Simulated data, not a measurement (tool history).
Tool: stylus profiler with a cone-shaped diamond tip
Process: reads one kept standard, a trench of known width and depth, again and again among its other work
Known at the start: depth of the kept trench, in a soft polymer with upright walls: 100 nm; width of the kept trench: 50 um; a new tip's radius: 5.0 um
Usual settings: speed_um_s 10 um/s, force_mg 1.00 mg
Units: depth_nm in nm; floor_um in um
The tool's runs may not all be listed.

{"run": 1, "hour": 0.0, "speed_um_s": 10, "force_mg": 1.0, "depth_nm": 100.64, "floor_um": 47.7}
{"run": 2, "hour": 12.9, "speed_um_s": 10, "force_mg": 1.0, "depth_nm": 100.65, "floor_um": 47.65}
{"run": 3, "hour": 29.0, "speed_um_s": 10, "force_mg": 1.0, "depth_nm": 100.64, "floor_um": 47.67}
{"run": 4, "hour": 56.0, "speed_um_s": 10, "force_mg": 1.0, "depth_nm": 100.62, "floor_um": 47.67}
{"run": 5, "hour": 81.2, "speed_um_s": 10, "force_mg": 1.0, "depth_nm": 100.63, "floor_um": 47.69}
{"run": 6, "hour": 98.4, "speed_um_s": 10, "force_mg": 1.0, "depth_nm": 100.64, "floor_um": 47.65}
{"run": 7, "hour": 113.2, "speed_um_s": 10, "force_mg": 1.0, "depth_nm": 100.61, "floor_um": 47.65}
{"run": 8, "hour": 130.5, "speed_um_s": 10, "force_mg": 1.0, "depth_nm": 100.63, "floor_um": 47.66}
{"run": 9, "hour": 150.0, "speed_um_s": 10, "force_mg": 1.0, "depth_nm": 100.59, "floor_um": 47.63}
{"run": 10, "hour": 165.1, "speed_um_s": 10, "force_mg": 1.0, "depth_nm": 100.62, "floor_um": 47.66}
{"run": 11, "hour": 178.2, "speed_um_s": 33, "force_mg": 1.0, "depth_nm": 100.62, "floor_um": 47.44}
{"run": 12, "hour": 199.2, "speed_um_s": 28, "force_mg": 1.0, "depth_nm": 100.63, "floor_um": 47.49}
{"run": 13, "hour": 225.8, "speed_um_s": 27, "force_mg": 1.0, "depth_nm": 100.61, "floor_um": 47.55}
{"run": 14, "hour": 241.4, "speed_um_s": 27, "force_mg": 1.0, "depth_nm": 100.57, "floor_um": 47.46}
{"run": 15, "hour": 265.7, "speed_um_s": 27, "force_mg": 1.0, "depth_nm": 100.61, "floor_um": 47.47}
{"run": 16, "hour": 293.8, "speed_um_s": 27, "force_mg": 1.0, "depth_nm": 100.6, "floor_um": 47.48}
{"run": 17, "hour": 309.9, "speed_um_s": 27, "force_mg": 1.0, "depth_nm": 100.58, "floor_um": 47.52}
{"run": 18, "hour": 334.6, "speed_um_s": 27, "force_mg": 1.0, "depth_nm": 100.57, "floor_um": 47.47}
{"run": 19, "hour": 353.5, "speed_um_s": 7, "force_mg": 1.0, "depth_nm": 100.58, "floor_um": 47.69}
{"run": 20, "hour": 379.7, "speed_um_s": 7, "force_mg": 0.94, "depth_nm": 100.52, "floor_um": 47.65}
{"run": 21, "hour": 408.3, "speed_um_s": 7, "force_mg": 0.94, "depth_nm": 100.56, "floor_um": 47.64}
{"run": 22, "hour": 431.5, "speed_um_s": 7, "force_mg": 0.94, "depth_nm": 100.51, "floor_um": 47.58}
{"run": 23, "hour": 451.2, "speed_um_s": 10, "force_mg": 2.36, "depth_nm": 101.15, "floor_um": 47.68}
{"run": 24, "hour": 476.4, "speed_um_s": 3, "force_mg": 2.36, "depth_nm": 101.13, "floor_um": 47.65}
{"run": 25, "hour": 501.4, "speed_um_s": 6, "force_mg": 0.89, "depth_nm": 100.52, "floor_um": 47.64}
{"run": 26, "hour": 529.2, "speed_um_s": 6, "force_mg": 0.89, "depth_nm": 100.5, "floor_um": 47.59}
{"run": 27, "hour": 554.4, "speed_um_s": 34, "force_mg": 1.79, "depth_nm": 100.89, "floor_um": 47.46}
{"run": 28, "hour": 568.7, "speed_um_s": 7, "force_mg": 0.74, "depth_nm": 100.39, "floor_um": 47.61}
{"run": 29, "hour": 589.9, "speed_um_s": 2, "force_mg": 1.63, "depth_nm": 100.88, "floor_um": 47.6}
{"run": 30, "hour": 619.4, "speed_um_s": 20, "force_mg": 0.85, "depth_nm": 100.47, "floor_um": 47.47}
{"run": 31, "hour": 635.0, "speed_um_s": 20, "force_mg": 0.85, "depth_nm": 100.46, "floor_um": 47.44}
{"run": 32, "hour": 654.3, "speed_um_s": 6, "force_mg": 2.88, "depth_nm": 101.33, "floor_um": 47.6}
{"run": 33, "hour": 680.3, "speed_um_s": 3, "force_mg": 0.43, "depth_nm": 100.21, "floor_um": 47.56}
{"run": 34, "hour": 698.2, "speed_um_s": 3, "force_mg": 0.43, "depth_nm": 100.19, "floor_um": 47.59}
{"run": 35, "hour": 728.7, "speed_um_s": 8, "force_mg": 1.73, "depth_nm": 100.86, "floor_um": 47.55}
{"run": 36, "hour": 753.0, "speed_um_s": 35, "force_mg": 1.43, "depth_nm": 100.73, "floor_um": 47.37}
{"run": 37, "hour": 772.8, "speed_um_s": 27, "force_mg": 0.93, "depth_nm": 100.47, "floor_um": 47.4}
{"run": 38, "hour": 790.2, "speed_um_s": 4, "force_mg": 0.43, "depth_nm": 100.17, "floor_um": 47.6}
{"run": 39, "hour": 803.9, "speed_um_s": 6, "force_mg": 2.66, "depth_nm": 101.25, "floor_um": 47.59}
{"run": 40, "hour": 818.4, "speed_um_s": 6, "force_mg": 2.66, "depth_nm": 101.24, "floor_um": 47.63}
{"run": 41, "hour": 833.9, "speed_um_s": 15, "force_mg": 2.68, "depth_nm": 101.25, "floor_um": 47.52}
{"run": 42, "hour": 855.7, "speed_um_s": 5, "force_mg": 0.77, "depth_nm": 100.38, "floor_um": 47.52}
{"run": 43, "hour": 881.2, "speed_um_s": 3, "force_mg": 1.03, "depth_nm": 100.53, "floor_um": 47.6}
{"hour": 895.5, "done": "height scale calibrated on a step standard"}
{"run": 44, "hour": 912.3, "speed_um_s": 12, "force_mg": 1.0, "depth_nm": 100.72, "floor_um": 47.56}
{"run": 45, "hour": 935.9, "speed_um_s": 10, "force_mg": 1.74, "depth_nm": 101.11, "floor_um": 47.47}

The next listed run, before its measurement:
{"run": 46, "hour": 963.4, "speed_um_s": 7, "force_mg": 1.6, "depth_nm": "?", "floor_um": "?"}

Run 46 gave depth_nm 101.05 nm, floor_um 47.56 um.
Without the tool's hidden state the same run would have given depth_nm 101.10 nm, floor_um 47.99 um.
